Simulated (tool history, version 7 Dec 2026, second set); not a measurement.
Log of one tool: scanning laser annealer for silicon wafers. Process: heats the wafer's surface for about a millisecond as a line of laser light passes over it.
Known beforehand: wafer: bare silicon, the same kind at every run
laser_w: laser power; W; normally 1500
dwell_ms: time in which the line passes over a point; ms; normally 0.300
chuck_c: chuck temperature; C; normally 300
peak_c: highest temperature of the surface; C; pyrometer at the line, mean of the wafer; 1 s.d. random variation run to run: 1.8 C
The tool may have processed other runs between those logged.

| run | hour | laser_w | dwell_ms | chuck_c | peak_c |
|---|---|---|---|---|---|
| 1 | 0.0 | 1500 | 0.300 | 300 | 1150 |
| 2 | 7.8 | 1500 | 0.300 | 300 | 1147 |
| 3 | 23.9 | 1500 | 0.300 | 300 | 1150 |
| 4 | 33.1 | 1500 | 0.300 | 300 | 1147 |
| 5 | 40.3 | 1500 | 0.300 | 300 | 1151 |
| 6 | 49.4 | 1500 | 0.300 | 327 | 1177 |
| 7 | 61.5 | 1500 | 0.300 | 327 | 1175 |
| 8 | 75.2 | 1500 | 0.300 | 327 | 1175 |
| 9 | 83.8 | 1500 | 0.240 | 300 | 1050 |
| 10 | 94.5 | 1500 | 0.224 | 300 | 1020 |
| 11 | 109.5 | 1500 | 0.300 | 298 | 1148 |
| 12 | 123.2 | 1500 | 0.300 | 298 | 1146 |
| 13 | 133.0 | 1500 | 0.300 | 298 | 1149 |
| 14 | 148.4 | 1500 | 0.300 | 298 | 1147 |
| 15 | 163.7 | 1500 | 0.370 | 300 | 1252 |
| 16 | 171.9 | 1394 | 0.243 | 300 | 989 |
| 17 | 184.5 | 1561 | 0.300 | 282 | 1176 |
| 18 | 194.9 | 1557 | 0.242 | 282 | 1069 |
| 19 | 207.0 | 1500 | 0.214 | 317 | 1020 |
| 20 | 216.6 | 1478 | 0.271 | 287 | 1072 |
| 21 | 231.8 | 1478 | 0.271 | 289 | 1075 |
| 22 | 248.4 | 1478 | 0.214 | 310 | 1001 |
| 23 | 264.0 | 1538 | 0.347 | 336 | 1289 |
| 24 | 278.9 | 1399 | 0.246 | 297 | 991 |
| 25 | 289.7 | 1584 | 0.246 | 297 | 1111 |
| 26 | 307.0 | 1584 | 0.289 | 297 | 1187 |
| 27 | 318.5 | 1584 | 0.289 | 297 | 1187 |
| 28 | 327.9 | 1500 | 0.358 | 300 | 1236 |
| 29 | 336.7 | 1429 | 0.300 | 300 | 1097 |

Here are 5 independent what-if runs from the current tool condition. What would each one return?
| A | 345.7 | 1378 | 0.217 | 269 | ? |
| B | 345.7 | 1449 | 0.222 | 300 | ? |
| C | 345.7 | 1415 | 0.211 | 335 | ? |
| D | 345.7 | 1299 | 0.300 | 276 | ? |
| E | 345.7 | 1502 | 0.375 | 300 | ? |

| run | peak_c |
|---|---|
| A | 906 |
| B | 983 |
| C | 985 |
| D | 982 |
| E | 1265 |
Without the tool's unlogged condition, the same runs would have read:
| run | peak_c |
|---|---|
| A | 906 |
| B | 984 |
| C | 985 |
| D | 982 |
| E | 1266 |
